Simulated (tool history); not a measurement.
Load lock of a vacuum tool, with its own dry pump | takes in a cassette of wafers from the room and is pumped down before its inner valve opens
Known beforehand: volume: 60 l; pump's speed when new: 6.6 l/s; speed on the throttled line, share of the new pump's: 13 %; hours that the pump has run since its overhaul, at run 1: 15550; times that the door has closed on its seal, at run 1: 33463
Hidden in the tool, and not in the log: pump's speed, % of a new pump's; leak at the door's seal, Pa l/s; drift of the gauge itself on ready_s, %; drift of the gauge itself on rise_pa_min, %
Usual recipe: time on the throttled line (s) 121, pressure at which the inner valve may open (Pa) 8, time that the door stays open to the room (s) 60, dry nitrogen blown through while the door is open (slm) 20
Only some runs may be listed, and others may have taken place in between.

run	day	time on the throttled line (s)	pressure at which the inner valve may open (Pa)	time that the door stays open to the room (s)	dry nitrogen blown through while the door is open (slm)	hours that the pump has run since its overhaul	times that the door has closed on its seal	incoming humidity of the room's air, %	time from the closed door until the inner valve may open (s)	rise of the pressure with all valves shut (Pa/min)
1	0	121	8	60	20	15550	33463	47.4	210.8	0.142
2	7.446	121	8	60	20	15728	33960	41.8	213.1	0.143
# day 17.433: dry pump taken out, an overhauled one fitted
3	22.492	121	8	60	20	121	34947	44.5	192	0.145
4	39.608	121	8	60	20	532	36090	43	191.8	0.155
5	57.725	121	8	60	20	967	37299	46.9	192.3	0.158
6	67.142	121	8	60	20	1193	37927	46.1	193.7	0.17
7	80.279	71	8	60	20	1508	38804	44.9	150.5	0.174
8	98.779	71	8	113	20	1952	40039	45.4	152.8	0.184
9	107.158	183	15	28	11	2153	40598	43.2	240.7	0.177
10	121.575	238	8	41	20	2499	41560	42.2	297.6	0.191
11	135.471	238	8	41	20	2833	42487	45.4	294.4	0.19
# day 141.579: door's seal changed, seat wiped
12	146.029	95	12	41	20	3085	298	47.2	170.5	0.021
13	155.921	70	7	97	20	3322	958	45.7	153.2	0.033
14	171.729	121	13	60	20	3702	2013	43.2	190.9	0.028
15	186.442	121	8	35	15	4055	2995	43.6	194.4	0.024
16	200.254	193	13	29	44	4386	3916	44.8	253.8	0.018

Hidden condition of the tool, last listed run before each entry between runs versus first listed run after:
After run 2, before run 3: dry pump taken out, an overhauled one fitted (day 17.433)
  pump's speed, % of a new pump's: 78.2 -> 99; leak at the door's seal, Pa l/s: 0.1239 -> 0.129
  measured minus no-state result, time from the closed door until the inner valve may open (s): +20.2 -> +0.8; rise of the pressure with all valves shut (Pa/min): +0.122 -> +0.128
After run 11, before run 12: door's seal changed, seat wiped (day 141.579)
  pump's speed, % of a new pump's: 95.3 -> 95; leak at the door's seal, Pa l/s: 0.1724 -> 0.0021
  measured minus no-state result, time from the closed door until the inner valve may open (s): +2.7 -> +3.7; rise of the pressure with all valves shut (Pa/min): +0.168 -> +0
